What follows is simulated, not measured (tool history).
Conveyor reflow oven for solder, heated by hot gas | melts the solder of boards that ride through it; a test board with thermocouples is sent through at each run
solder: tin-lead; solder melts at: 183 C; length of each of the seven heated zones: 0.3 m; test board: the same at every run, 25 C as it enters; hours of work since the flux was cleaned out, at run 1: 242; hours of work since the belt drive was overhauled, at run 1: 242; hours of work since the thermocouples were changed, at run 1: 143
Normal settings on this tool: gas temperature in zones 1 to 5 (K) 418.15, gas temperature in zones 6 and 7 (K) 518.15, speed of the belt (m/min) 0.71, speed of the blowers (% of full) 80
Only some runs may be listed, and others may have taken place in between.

run     day  gas temperature in zones 1 to 5 (K)  gas temperature in zones 6 and 7 (K)  speed of the belt (m/min)  speed of the blowers (% of full)  hours of work since the flux was cleaned out  hours of work since the belt drive was overhauled  hours of work since the thermocouples were changed  highest temperature of the board (K)  time above the solder's melting point (s)
  1       0                               418.15                                518.15                       0.71                                80                                           242                                                242                                                 143                                505.35                                      46.04
  2   1.762                               418.15                                518.15                       0.71                                80                                           268                                                268                                                 169                                505.35                                      45.95
  3   5.554                               418.15                                518.15                       0.71                                80                                           324                                                324                                                 225                                504.65                                      46.01
  4   8.671                               418.15                                518.15                       0.71                                80                                           370                                                370                                                 271                                504.15                                      45.74
     11.246  -- flux residue cleaned out of gas plates and filters
  5  11.654                               418.15                                518.15                      0.609                                80                                             6                                                411                                                 311                                510.85                                      56.01
  6  14.917                               407.15                                518.15                      0.609                                80                                            54                                                459                                                 360                                510.05                                      53.01
  7  16.783                               419.15                                529.15                      0.684                                50                                            82                                                487                                                 387                                508.65                                      49.68
  8  20.675                               418.15                                509.15                      0.665                                72                                           139                                                544                                                 445                                498.55                                      46.93
  9   23.05                               418.15                                509.15                      0.665                                72                                           174                                                579                                                 480                                498.15                                      46.74
 10  24.938                               403.15                                512.15                      0.665                                77                                           202                                                607                                                 507                                500.25                                      44.19
     27.346  -- thermocouples of zones 6 and 7 changed
 11  28.329                               418.15                                518.15                      0.641                                80                                           251                                                656                                                  15                                508.25                                      51.99

Predict each of these 4 candidate next runs independently; none follows another, all start after run 11:
  A  31.262                               410.15                                518.15                      0.648                                80                                           294                                                699                                                  58                                     ?                                          ?
  B  31.262                               418.15                                530.15                       0.71                                80                                           294                                                699                                                  58                                     ?                                          ?
  C  31.262                               418.15                                531.15                      0.797                                81                                           294                                                699                                                  58                                     ?                                          ?
  D  31.262                               404.15                                518.15                      0.647                                83                                           294                                                699                                                  58                                     ?                                          ?

run  highest temperature of the board (K)  time above the solder's melting point (s)
  A                                506.15                                      49.26
  B                                515.65                                      49.21
  C                                513.25                                       43.3
  D                                506.45                                      48.03
With the hidden condition removed and each run's random variation left untouched, the same runs would have given:
run  highest temperature of the board (K)  time above the solder's melting point (s)
  A                                508.45                                      49.88
  B                                518.35                                      49.41
  C                                516.45                                      43.69
  D                                508.95                                      48.79
